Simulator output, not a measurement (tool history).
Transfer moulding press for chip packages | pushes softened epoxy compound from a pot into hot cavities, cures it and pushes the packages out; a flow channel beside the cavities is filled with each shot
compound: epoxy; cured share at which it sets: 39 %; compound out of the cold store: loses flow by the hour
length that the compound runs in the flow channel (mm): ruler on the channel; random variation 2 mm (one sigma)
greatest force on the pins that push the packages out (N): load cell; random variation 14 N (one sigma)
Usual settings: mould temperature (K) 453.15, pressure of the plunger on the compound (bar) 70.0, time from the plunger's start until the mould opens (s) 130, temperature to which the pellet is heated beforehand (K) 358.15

| run | day | mould temperature (K) | pressure of the plunger on the compound (bar) | time from the plunger's start until the mould opens (s) | temperature to which the pellet is heated beforehand (K) | incoming compound's hours out of the cold store | length that the compound runs in the flow channel (mm) | greatest force on the pins that push the packages out (N) |
|---|---|---|---|---|---|---|---|---|
| 1 | 0.000 | 453.15 | 70.0 | 130 | 358.15 | 33.6 | 651 | 650 |
| 2 | 1.100 | 453.15 | 70.0 | 130 | 358.15 | 27.0 | 666 | 832 |
| 3 | 1.746 | 453.15 | 74.2 | 130 | 358.15 | 32.9 | 671 | 868 |
| 4 | 2.900 | 453.15 | 74.2 | 130 | 358.15 | 29.2 | 676 | 1194 |
| 5 | 3.888 | 453.15 | 74.2 | 130 | 358.15 | 18.7 | 704 | 1217 |
| 6 | 4.483 | 453.15 | 70.0 | 130 | 358.15 | 31.5 | 652 | 1169 |
| 7 | 5.433 | 453.15 | 70.0 | 130 | 358.15 | 39.6 | 630 | 724 |
| 8 | 5.921 | 459.15 | 70.0 | 129 | 358.15 | 25.5 | 645 | 677 |
| 9 | 6.571 | 453.15 | 53.7 | 130 | 358.15 | 22.8 | 586 | 923 |
| 10 | 7.379 | 453.15 | 70.0 | 143 | 358.15 | 43.9 | 621 | 574 |
| 11 | 8.271 | 453.15 | 70.0 | 130 | 353.15 | 20.0 | 675 | 842 |
| 12 | 9.354 | 451.15 | 55.3 | 135 | 357.15 | 14.5 | 645 | 957 |
| 13 | 10.150 | 453.15 | 87.6 | 130 | 352.15 | 19.6 | 785 | 689 |
| 14 | 10.704 | 448.15 | 61.4 | 130 | 352.15 | 16.8 | 679 | 1048 |

Taken out of this log: 5 entries between the listed runs. Where each belongs, and how the hidden state differs across it:
Between runs 3 and 4: cavities cleaned with cleaning compound and waxed (day 2.350)
  true mould temperature over the reading, C: 0.64 -> 0.68; pressure that reaches the compound, % of what is set: 93.7 -> 93.3; grip of the stained cavities, % over clean ones': 50.8 -> 93.7
  measured less the result without the state, length that the compound runs in the flow channel (mm): -25 -> -26; greatest force on the pins that push the packages out (N): +274 -> +559
Between runs 6 and 7: cavities cleaned with cleaning compound and waxed, once more (day 4.600)
  true mould temperature over the reading, C: 0.74 -> 0.77; pressure that reaches the compound, % of what is set: 92.69 -> 92.38; grip of the stained cavities, % over clean ones': 96.9 -> 25.4
  measured less the result without the state, length that the compound runs in the flow channel (mm): -28 -> -28; greatest force on the pins that push the packages out (N): +552 -> +124
Between runs 9 and 10: cavities cleaned with cleaning compound and waxed (day 7.108)
  true mould temperature over the reading, C: 0.82 -> 0.85; pressure that reaches the compound, % of what is set: 91.97 -> 91.67; grip of the stained cavities, % over clean ones': 49.2 -> 10.8
  measured less the result without the state, length that the compound runs in the flow channel (mm): -27 -> -30; greatest force on the pins that push the packages out (N): +276 -> +42
Between runs 11 and 12: plunger's sealing rings changed (day 8.675)
  true mould temperature over the reading, C: 0.89 -> 0.93; pressure that reaches the compound, % of what is set: 91.34 -> 99.69; grip of the stained cavities, % over clean ones': 34.9 -> 53.6
  measured less the result without the state, length that the compound runs in the flow channel (mm): -34 -> -4; greatest force on the pins that push the packages out (N): +187 -> +300
Between runs 12 and 13: cavities cleaned with cleaning compound and waxed (day 9.717)
  true mould temperature over the reading, C: 0.93 -> 0.96; pressure that reaches the compound, % of what is set: 99.69 -> 99.42; grip of the stained cavities, % over clean ones': 53.6 -> 15
  measured less the result without the state, length that the compound runs in the flow channel (mm): -4 -> -6; greatest force on the pins that push the packages out (N): +300 -> +57
